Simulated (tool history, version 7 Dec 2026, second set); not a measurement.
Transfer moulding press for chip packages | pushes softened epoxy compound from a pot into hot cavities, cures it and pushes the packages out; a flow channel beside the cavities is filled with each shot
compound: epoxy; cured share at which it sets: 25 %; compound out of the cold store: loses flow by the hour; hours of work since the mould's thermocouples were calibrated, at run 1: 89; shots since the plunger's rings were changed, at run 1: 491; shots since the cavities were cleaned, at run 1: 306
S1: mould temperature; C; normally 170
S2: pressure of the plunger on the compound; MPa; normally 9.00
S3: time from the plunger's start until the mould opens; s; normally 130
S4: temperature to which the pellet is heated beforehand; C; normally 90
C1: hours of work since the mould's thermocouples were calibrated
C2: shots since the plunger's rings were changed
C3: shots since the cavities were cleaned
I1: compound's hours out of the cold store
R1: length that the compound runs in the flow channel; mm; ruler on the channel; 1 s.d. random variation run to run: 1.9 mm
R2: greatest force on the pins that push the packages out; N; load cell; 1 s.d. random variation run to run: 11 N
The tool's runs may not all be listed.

| run | day | S1 | S2 | S3 | S4 | C1 | C2 | C3 | I1 | R1 | R2 |
|---|---|---|---|---|---|---|---|---|---|---|---|
| 1 | 0.000 | 170 | 9.00 | 130 | 90 | 89 | 491 | 306 | 33.0 | 513 | 672 |
| 2 | 2.067 | 170 | 9.00 | 130 | 90 | 119 | 905 | 720 | 25.0 | 537 | 825 |
|  | 2.329 | cavities cleaned with cleaning compound and waxed |
| 3 | 3.717 | 170 | 9.00 | 170 | 90 | 143 | 1224 | 279 | 23.3 | 542 | 812 |
| 4 | 5.562 | 169 | 9.00 | 130 | 90 | 169 | 1594 | 649 | 23.3 | 537 | 971 |
|  | 6.088 | cavities cleaned with cleaning compound and waxed |
| 5 | 7.800 | 169 | 9.00 | 150 | 90 | 201 | 2030 | 343 | 12.2 | 580 | 638 |
| 6 | 9.221 | 169 | 9.00 | 150 | 90 | 222 | 2315 | 628 | 22.8 | 539 | 710 |
|  | 9.746 | cavities cleaned with cleaning compound and waxed, once more |
| 7 | 11.121 | 169 | 9.00 | 150 | 90 | 249 | 2684 | 276 | 17.5 | 555 | 637 |
| 8 | 12.883 | 170 | 9.00 | 130 | 90 | 274 | 3038 | 630 | 11.5 | 573 | 831 |
|  | 13.533 | cavities cleaned with cleaning compound and waxed |
| 9 | 14.471 | 170 | 9.00 | 155 | 90 | 297 | 3344 | 189 | 19.7 | 542 | 547 |
| 10 | 16.117 | 170 | 9.00 | 155 | 90 | 321 | 3674 | 519 | 47.3 | 445 | 689 |
|  | 17.296 | cavities cleaned with cleaning compound and waxed |
| 11 | 18.908 | 170 | 9.00 | 155 | 90 | 361 | 4221 | 324 | 30.4 | 498 | 615 |
|  | 20.992 | plunger's sealing rings changed |
|  | 21.304 | cavities cleaned with cleaning compound and waxed |
| 12 | 21.392 | 170 | 9.00 | 130 | 99 | 394 | 68 | 18 | 42.3 | 477 | 508 |
| 13 | 23.112 | 170 | 9.00 | 130 | 99 | 419 | 413 | 363 | 11.5 | 591 | 744 |
|  | 24.012 | mould's thermocouples calibrated |
| 14 | 24.658 | 170 | 9.00 | 130 | 99 | 9 | 706 | 656 | 37.1 | 491 | 750 |
|  | 25.267 | cavities cleaned with cleaning compound and waxed |
| 15 | 27.600 | 170 | 9.00 | 130 | 99 | 51 | 1284 | 469 | 34.6 | 495 | 728 |
|  | 29.171 | cavities cleaned with cleaning compound and waxed |
| 16 | 29.767 | 162 | 7.64 | 130 | 88 | 82 | 1705 | 119 | 18.4 | 530 | 957 |
| 17 | 32.162 | 162 | 7.64 | 130 | 88 | 117 | 2186 | 600 | 17.5 | 529 | 1265 |
|  | 32.971 | cavities cleaned with cleaning compound and waxed |
| 18 | 34.062 | 162 | 7.64 | 130 | 88 | 144 | 2555 | 219 | 14.7 | 539 | 1062 |

For run 19, what comes out?
| 19 | 36.433 | 162 | 7.64 | 130 | 88 | 178 | 3031 | 695 | 29.3 | ? | ? |

Logged for run 19: R1 482 mm, R2 1266 N.
Had the tool carried no hidden state, the very same run would have given R1 500 mm, R2 762 N.

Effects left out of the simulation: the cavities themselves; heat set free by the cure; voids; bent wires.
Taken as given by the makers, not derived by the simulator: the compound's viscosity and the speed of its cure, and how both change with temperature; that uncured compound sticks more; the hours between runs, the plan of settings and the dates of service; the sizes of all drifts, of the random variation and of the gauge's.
